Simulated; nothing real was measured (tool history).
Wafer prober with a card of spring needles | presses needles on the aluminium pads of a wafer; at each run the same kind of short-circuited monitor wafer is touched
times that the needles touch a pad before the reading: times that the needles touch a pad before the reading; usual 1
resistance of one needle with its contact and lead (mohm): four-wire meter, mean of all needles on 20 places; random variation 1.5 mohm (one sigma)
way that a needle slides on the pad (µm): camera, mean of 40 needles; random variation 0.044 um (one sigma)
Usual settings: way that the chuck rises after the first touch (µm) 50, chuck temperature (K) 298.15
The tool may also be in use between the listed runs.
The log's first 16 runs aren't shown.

| run | hour | way that the chuck rises after the first touch (µm) | chuck temperature (K) | times that the needles touch a pad before the reading | touches since the tips were cleaned | cleanings since the card got new needles | touches since the first contact's height was set | resistance of one needle with its contact and lead (mohm) | way that a needle slides on the pad (µm) |
|---|---|---|---|---|---|---|---|---|---|
|  | 223.9 | tips cleaned on abrasive film |
| 17 | 226.9 | 44 | 380.15 | 2 | 554 | 21 | 64349 | 175 | 6.97 |
|  | 239.7 | tips cleaned on abrasive film |
| 18 | 244.6 | 45 | 361.15 | 3 | 884 | 22 | 67554 | 166 | 7 |
|  | 255.8 | tips cleaned on abrasive film |
| 19 | 257.4 | 45 | 361.15 | 3 | 296 | 23 | 69885 | 157 | 7.15 |
|  | 272.8 | tips cleaned on abrasive film |
| 20 | 273.9 | 50 | 298.15 | 2 | 192 | 24 | 72870 | 146 | 7.97 |
| 21 | 287.5 | 60 | 298.15 | 1 | 2690 | 24 | 75368 | 191 | 9.52 |
|  | 289.2 | tips cleaned on abrasive film |
| 22 | 300.9 | 60 | 390.15 | 2 | 2140 | 25 | 77793 | 176 | 9.51 |
|  | 305.6 | tips cleaned on abrasive film |
| 23 | 319.6 | 60 | 390.15 | 2 | 2569 | 26 | 81195 | 178 | 9.51 |
|  | 322.4 | tips cleaned on abrasive film |
| 24 | 332.1 | 60 | 390.15 | 2 | 1774 | 27 | 83448 | 173 | 9.53 |
|  | 338.7 | tips cleaned on abrasive film |
| 25 | 345.2 | 50 | 298.15 | 1 | 1183 | 28 | 85830 | 181 | 7.81 |
|  | 354.4 | tips cleaned on abrasive film |
| 26 | 367 | 43 | 350.15 | 1 | 2300 | 29 | 89793 | 238 | 6.76 |
|  | 370.2 | tips cleaned on abrasive film |
|  | 387 | tips cleaned on abrasive film |
| 27 | 389 | 36 | 350.15 | 1 | 371 | 31 | 93782 | 190 | 5.49 |
|  | 402.7 | tips cleaned on abrasive film |
| 28 | 403.7 | 50 | 366.15 | 1 | 174 | 32 | 96441 | 162 | 7.86 |
| 29 | 415 | 43 | 365.15 | 3 | 2231 | 32 | 98498 | 183 | 6.7 |
|  | 418.5 | tips cleaned on abrasive film |
| 30 | 431.7 | 43 | 347.15 | 2 | 2412 | 33 | 101537 | 203 | 6.69 |
|  | 435.2 | tips cleaned on abrasive film |
| 31 | 445.5 | 49 | 300.15 | 1 | 1878 | 34 | 104044 | 204 | 7.61 |
|  | 450.8 | tips cleaned on abrasive film |
| 32 | 462.9 | 49 | 300.15 | 1 | 2214 | 35 | 107199 | 214 | 7.6 |

4 ways to go on from here, each from the tool as it stands after run 32. What would each give?
|  | 466.7 | tips cleaned on abrasive film |
| A | 476.6 | 44 | 300.15 | 3 | 1806 | 36 | 109688 | ? | ? |
|  | 466.7 | tips cleaned on abrasive film |
| B | 476.6 | 55 | 309.15 | 1 | 1806 | 36 | 109688 | ? | ? |
|  | 466.7 | tips cleaned on abrasive film |
| C | 476.6 | 69 | 298.15 | 1 | 1806 | 36 | 109688 | ? | ? |
|  | 466.7 | tips cleaned on abrasive film |
| D | 476.6 | 50 | 319.15 | 1 | 1806 | 36 | 109688 | ? | ? |

| run | resistance of one needle with its contact and lead (mohm) | way that a needle slides on the pad (µm) |
|---|---|---|
| A | 169 | 6.79 |
| B | 189 | 8.59 |
| C | 170 | 10.94 |
| D | 203 | 7.8 |
Without the tool's hidden state the same runs would have given:
| run | resistance of one needle with its contact and lead (mohm) | way that a needle slides on the pad (µm) |
|---|---|---|
| A | 140 | 7.12 |
| B | 138 | 8.91 |
| C | 135 | 11.27 |
| D | 142 | 8.12 |
